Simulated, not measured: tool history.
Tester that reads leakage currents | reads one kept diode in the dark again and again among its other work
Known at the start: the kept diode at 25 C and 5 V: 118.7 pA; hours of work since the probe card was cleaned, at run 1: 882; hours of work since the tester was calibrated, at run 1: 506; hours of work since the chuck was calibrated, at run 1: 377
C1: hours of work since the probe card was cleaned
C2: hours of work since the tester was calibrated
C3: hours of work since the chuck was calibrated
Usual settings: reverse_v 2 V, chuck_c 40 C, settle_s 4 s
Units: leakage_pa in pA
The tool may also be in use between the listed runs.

Run 1, hour 0: usual settings; C1 882; C2 506; C3 377. Result: leakage_pa 255.68 pA.
Run 2, hour 54.8: usual settings but settle_s 1.09 s; C1 923; C2 548; C3 418. Result: leakage_pa 255.76 pA.
Run 3, hour 129.5: usual settings but reverse_v 18.15 V; C1 980; C2 604; C3 475. Result: leakage_pa 864.13 pA.
Run 4, hour 185.1: usual settings but reverse_v 18.15 V; C1 1022; C2 646; C3 517. Result: leakage_pa 857.17 pA.
Run 5, hour 277.2: usual settings but reverse_v 18.15 V; C1 1091; C2 716; C3 586. Result: leakage_pa 856.14 pA.
Run 6, hour 328.9: usual settings but reverse_v 18.15 V; C1 1131; C2 755; C3 626. Result: leakage_pa 853.16 pA.
Run 7, hour 383.1: usual settings but settle_s 1.44 s; C1 1172; C2 796; C3 667. Result: leakage_pa 250.38 pA.
Run 8, hour 458.8: usual settings but settle_s 1.44 s; C1 1229; C2 853; C3 724. Result: leakage_pa 250.3 pA.
Run 9, hour 534.2: usual settings but settle_s 1.44 s; C1 1286; C2 910; C3 781. Result: leakage_pa 249.68 pA.
Run 10, hour 588.8: usual settings but settle_s 1.44 s; C1 1327; C2 952; C3 822. Result: leakage_pa 249.28 pA.
Run 11, hour 659.4: usual settings but settle_s 0.6 s; C1 1381; C2 1005; C3 876. Result: leakage_pa 249.01 pA.
Run 12, hour 748.8: usual settings but settle_s 0.6 s; C1 1448; C2 1073; C3 943. Result: leakage_pa 249.56 pA.
At hour 824.1: chuck's temperature calibrated.
Run 13, hour 824.1: usual settings but settle_s 0.6 s; C1 1504; C2 1128; C3 0. Result: leakage_pa 263.38 pA.
Run 14, hour 908.9: usual settings but settle_s 0.6 s; C1 1568; C2 1192; C3 64. Result: leakage_pa 264.31 pA.
Run 15, hour 961.6: usual settings but settle_s 0.6 s; C1 1608; C2 1232; C3 104. Result: leakage_pa 261.58 pA.
Run 16, hour 1038.9: usual settings but chuck_c 33 C, settle_s 0.6 s; C1 1666; C2 1291; C3 163. Result: leakage_pa 145.04 pA.
Run 17, hour 1107.3: usual settings but chuck_c 33 C, settle_s 0.6 s; C1 1718; C2 1342; C3 214. Result: leakage_pa 144.63 pA.
Run 18, hour 1190.2: usual settings but reverse_v 19.15 V, chuck_c 22 C; C1 1781; C2 1405; C3 277. Result: leakage_pa 189.86 pA.
Run 19, hour 1266.8: usual settings but reverse_v 19.15 V, chuck_c 22 C; C1 1839; C2 1463; C3 335. Result: leakage_pa 188.89 pA.
Run 20, hour 1349.2: usual settings but reverse_v 19.15 V, chuck_c 42 C; C1 1901; C2 1525; C3 397. Result: leakage_pa 1056.79 pA.
Run 21, hour 1433.1: usual settings but reverse_v 1.23 V, chuck_c 54 C, settle_s 0.31 s; C1 1964; C2 1589; C3 461. Result: leakage_pa 598.39 pA.
Run 22, hour 1496.8: usual settings but reverse_v 13.48 V, chuck_c 28 C, settle_s 1.13 s; C1 2013; C2 1637; C3 509. Result: leakage_pa 266.45 pA.
Run 23, hour 1552.7: usual settings but reverse_v 17.34 V, chuck_c 48 C, settle_s 3.04 s; C1 2055; C2 1680; C3 551. Result: leakage_pa 1604 pA.
Run 24, hour 1600.6: usual settings but reverse_v 13.81 V, chuck_c 24 C, settle_s 1.14 s; C1 2091; C2 1716; C3 588. Result: leakage_pa 188.78 pA.
Run 25, hour 1654.6: usual settings but reverse_v 13.81 V, chuck_c 24 C, settle_s 1.14 s; C1 2132; C2 1757; C3 628. Result: leakage_pa 188.77 pA.
Run 26, hour 1746.9: usual settings but reverse_v 13.81 V, chuck_c 24 C, settle_s 1.14 s; C1 2202; C2 1826; C3 698. Result: leakage_pa 187.27 pA.
Run 27, hour 1837.5: usual settings but reverse_v 4.89 V, chuck_c 50 C, settle_s 1.43 s; C1 2270; C2 1895; C3 767. Result: leakage_pa 918.55 pA.
Run 28, hour 1914.5: usual settings but reverse_v 6.19 V, chuck_c 23 C, settle_s 1.12 s; C1 2329; C2 1953; C3 825. Result: leakage_pa 108.28 pA.
At hour 1924.3: probe card cleaned and baked.
Run 29, hour 1979.4: usual settings but reverse_v 3.21 V; C1 42; C2 2000; C3 872. Result: leakage_pa 326.54 pA.
Run 30, hour 2034: usual settings but reverse_v 3.21 V; C1 83; C2 2041; C3 913. Result: leakage_pa 324.45 pA.
Run 31, hour 2122.9: usual settings but reverse_v 3.21 V; C1 150; C2 2109; C3 980. Result: leakage_pa 325.77 pA.
At hour 2151: chuck's temperature calibrated.
Run 32, hour 2182.8: usual settings but reverse_v 9.63 V, chuck_c 34 C, settle_s 0.99 s; C1 194; C2 2152; C3 24. Result: leakage_pa 381.07 pA.

Forecast each of these 5 alternatives for the next run:
Run A, hour 2261.4: usual settings but reverse_v 8.3 V, chuck_c 55 C, settle_s 0.62 s; C1 254; C2 2212; C3 83. Result: leakage_pa ?.
Run B, hour 2261.4: usual settings but reverse_v 1.1 V, chuck_c 27 C, settle_s 0.78 s; C1 254; C2 2212; C3 83. Result: leakage_pa ?.
Run C, hour 2261.4: usual settings but reverse_v 6.79 V, chuck_c 34 C, settle_s 0.33 s; C1 254; C2 2212; C3 83. Result: leakage_pa ?.
Run D, hour 2261.4: usual settings but reverse_v 4.29 V, settle_s 5 s; C1 254; C2 2212; C3 83. Result: leakage_pa ?.
Run E, hour 2261.4: usual settings but reverse_v 15.66 V, chuck_c 57 C, settle_s 0.39 s; C1 254; C2 2212; C3 83. Result: leakage_pa ?.

run  leakage_pa
  A     1890.01
  B       61.79
  C      318.21
  D      399.22
  E     3123.76
Without the tool's hidden state the same runs would have given:
run  leakage_pa
  A     1901.37
  B       62.17
  C      320.09
  D      401.65
  E     3142.38
